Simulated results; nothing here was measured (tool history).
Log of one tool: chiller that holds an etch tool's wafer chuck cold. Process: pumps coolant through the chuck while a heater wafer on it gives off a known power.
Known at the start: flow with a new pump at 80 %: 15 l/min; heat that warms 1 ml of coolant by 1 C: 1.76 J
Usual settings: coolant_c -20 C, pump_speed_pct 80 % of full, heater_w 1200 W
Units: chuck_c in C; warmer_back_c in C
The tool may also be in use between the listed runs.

run,hour,coolant_c,pump_speed_pct,heater_w,chuck_c,warmer_back_c
1,0,-20,80,1200,-8.2,2.73
2,23.8,-20,80,916,-11.3,2.08
3,65.4,-20,80,645,-13.8,1.5
4,99,-20,80,645,-13.9,1.52
5,139.9,-20,80,964,-10.4,2.26
6,167.6,-20,80,1200,-8.2,2.78
7,188.1,-20,80,1200,-8.3,2.74
8,206.8,-20,80,1200,-8.3,2.82
9,240,-20,80,1200,-8.1,2.81
10,273.6,-20,80,1200,-8.4,2.77
11,304.1,-20,80,1200,-8.2,2.84
12,339.4,-20,80,1200,-8.1,2.81
13,374.9,-20,80,1200,-8.3,2.84
14,405.4,-20,80,1200,-8.5,2.9
15,430.4,-20,80,1200,-8.2,2.87
16,473.5,-20,80,1200,-8.3,2.89
17,511.1,-20,96,890,-12,1.89
18,554.8,-20,96,1067,-10.5,2.2
19,586.9,-20,96,1067,-10.5,2.21
20,629.1,-19,80,840,-10.8,2.07
21,661.6,-19,82,840,-10.8,2.12
22,705.4,-20,80,636,-13.9,1.74
23,731.4,-20,98,627,-14.6,1.43
24,771.8,-15,82,1625,0.8,3.92
25,802.3,-15,82,1625,0.6,3.91
26,826.1,-21,71,1625,-4,4.48
27,852.5,-20,80,627,-14,1.76
# hour 888.7: gauge calibrated
28,896.2,-22,89,729,-15.3,1.52
# hour 915.6: chiller's thermometer calibrated
29,931.3,-19,80,607,-13,1.41
30,957.6,-20,87,1200,-8.7,2.56
31,987.7,-20,87,1200,-8.7,2.58
32,1025.6,-25,96,627,-19.5,1.3

Forecast each of these 3 alternatives for the next run:
A,1044.2,-28,80,747,?,?
B,1044.2,-25,71,627,?,?
C,1044.2,-28,82,1785,?,?

run,chuck_c,warmer_back_c
A,-20.7,1.79
B,-18.6,1.71
C,-10.9,4.01
Without the tool's hidden state the same runs would have given:
run,chuck_c,warmer_back_c
A,-20.8,1.73
B,-18.6,1.65
C,-11,3.95
